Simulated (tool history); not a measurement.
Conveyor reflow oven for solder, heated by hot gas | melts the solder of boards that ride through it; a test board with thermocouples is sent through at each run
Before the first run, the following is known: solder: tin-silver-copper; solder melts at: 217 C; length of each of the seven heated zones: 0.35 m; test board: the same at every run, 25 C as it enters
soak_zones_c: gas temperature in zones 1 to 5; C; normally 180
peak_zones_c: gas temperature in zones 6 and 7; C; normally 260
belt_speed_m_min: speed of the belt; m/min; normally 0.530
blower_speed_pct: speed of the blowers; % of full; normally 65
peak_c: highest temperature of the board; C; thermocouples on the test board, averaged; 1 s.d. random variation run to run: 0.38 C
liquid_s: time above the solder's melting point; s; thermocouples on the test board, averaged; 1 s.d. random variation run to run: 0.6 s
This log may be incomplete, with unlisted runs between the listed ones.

run     day  soak_zones_c  peak_zones_c  belt_speed_m_min  blower_speed_pct  peak_c  liquid_s
  1   0.000           180           260             0.530                65   244.4      54.4
  2   1.100           178           260             0.530                65   244.5      54.0
  3   1.958           194           260             0.530                65   247.0      63.5
  4   3.054           194           260             0.530                65   247.0      64.9
  5   3.846           166           260             0.530                65   241.7      46.4
  6   5.150           166           260             0.530                65   241.6      46.1
  7   6.217           166           260             0.530                65   242.0      46.5
  8   7.638           166           260             0.530                65   242.2      47.6
      7.958  -- belt drive overhauled, speed set with a stopwatch
  9   8.725           180           260             0.530                71   246.6      57.5
 10  10.175           180           260             0.530                71   246.4      57.0
 11  11.567           180           260             0.530                71   247.1      57.1
 12  13.029           180           260             0.530                65   244.6      54.5
 13  14.292           180           260             0.530                65   245.2      55.4
 14  15.046           180           260             0.530                65   245.2      54.6
 15  16.792           180           260             0.530                65   244.5      55.6
 16  17.938           180           260             0.530                65   244.7      55.6
     18.496  -- belt drive overhauled, speed set with a stopwatch, once more
 17  19.496           192           265             0.625                84   250.1      54.1
 18  20.496           184           258             0.488                88   249.3      70.0
 19  21.338           180           260             0.530                64   243.8      53.1
 20  22.483           180           260             0.530                64   244.3      53.0
     23.042  -- flux residue cleaned out of gas plates and filters
 21  23.833           193           263             0.530                73   252.4      67.9
 22  25.008           180           251             0.530                52   233.8      39.7
 23  26.317           180           262             0.458                79   253.5      75.7
 24  27.158           191           254             0.456                60   245.2      73.4
 25  28.692           169           270             0.524                59   250.6      55.7
 26  30.092           187           260             0.428                55   250.3      79.6
 27  31.275           187           260             0.428                62   251.1      81.5
 28  32.504           187           260             0.428                62   251.2      81.9
 29  33.604           193           256             0.592                55   238.3      46.8
 30  34.821           189           260             0.530                52   243.6      57.1

Forecast each of these 5 alternatives for the next run:
  A  36.262           180           260             0.498                76       ?         ?
  B  36.262           171           250             0.530                60       ?         ?
  C  36.262           180           260             0.530                82       ?         ?
  D  36.262           180           254             0.462                65       ?         ?
  E  36.262           180           269             0.486                55       ?         ?

run  peak_c  liquid_s
  A   249.7      63.6
  B   233.9      38.1
  C   249.3      59.5
  D   243.9      63.8
  E   253.0      66.5
Stripped of hidden state, with their random variation kept, the same runs would have yielded:
run  peak_c  liquid_s
  A   248.2      62.3
  B   232.5      36.1
  C   247.8      58.3
  D   242.3      62.0
  E   251.5      65.1
